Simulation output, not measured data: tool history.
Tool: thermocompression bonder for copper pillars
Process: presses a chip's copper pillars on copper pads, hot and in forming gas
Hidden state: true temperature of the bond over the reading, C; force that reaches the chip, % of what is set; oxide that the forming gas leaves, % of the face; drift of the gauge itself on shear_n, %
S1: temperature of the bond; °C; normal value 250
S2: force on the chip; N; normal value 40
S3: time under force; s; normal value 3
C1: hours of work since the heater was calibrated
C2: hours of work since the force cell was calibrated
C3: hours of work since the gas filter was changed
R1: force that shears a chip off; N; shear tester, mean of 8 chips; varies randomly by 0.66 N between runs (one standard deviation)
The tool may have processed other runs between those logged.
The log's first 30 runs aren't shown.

run,hour,S1,S2,S3,C1,C2,C3,R1
31,796.9,229,27,6,231,615,125,29.9
32,815.1,234,40,2,242,626,136,26.6
33,841.5,234,40,2,258,642,152,25.3
34,878.8,234,40,2,281,664,175,24.9
35,907.6,234,34,5,298,682,192,33.3
36,925.2,238,45,8,309,693,203,47.8
37,954.9,261,40,2,327,711,221,41.2
# hour 971.4: forming gas filter changed
38,976.6,261,40,3,340,723,3,53.0
39,992.6,256,52,3,350,733,13,55.3
40,1016.9,255,32,2,365,748,28,37.4

Forecast each of these 3 alternatives for the next run:
A,1049.8,272,38,8,385,768,48,?
B,1049.8,273,40,2,385,768,48,?
C,1049.8,223,42,4,385,768,48,?

run,R1
A,74.4
B,54.4
C,30.8
Without the tool's unlogged condition, the same runs would have read:
run,R1
A,74.6
B,53.7
C,29.6

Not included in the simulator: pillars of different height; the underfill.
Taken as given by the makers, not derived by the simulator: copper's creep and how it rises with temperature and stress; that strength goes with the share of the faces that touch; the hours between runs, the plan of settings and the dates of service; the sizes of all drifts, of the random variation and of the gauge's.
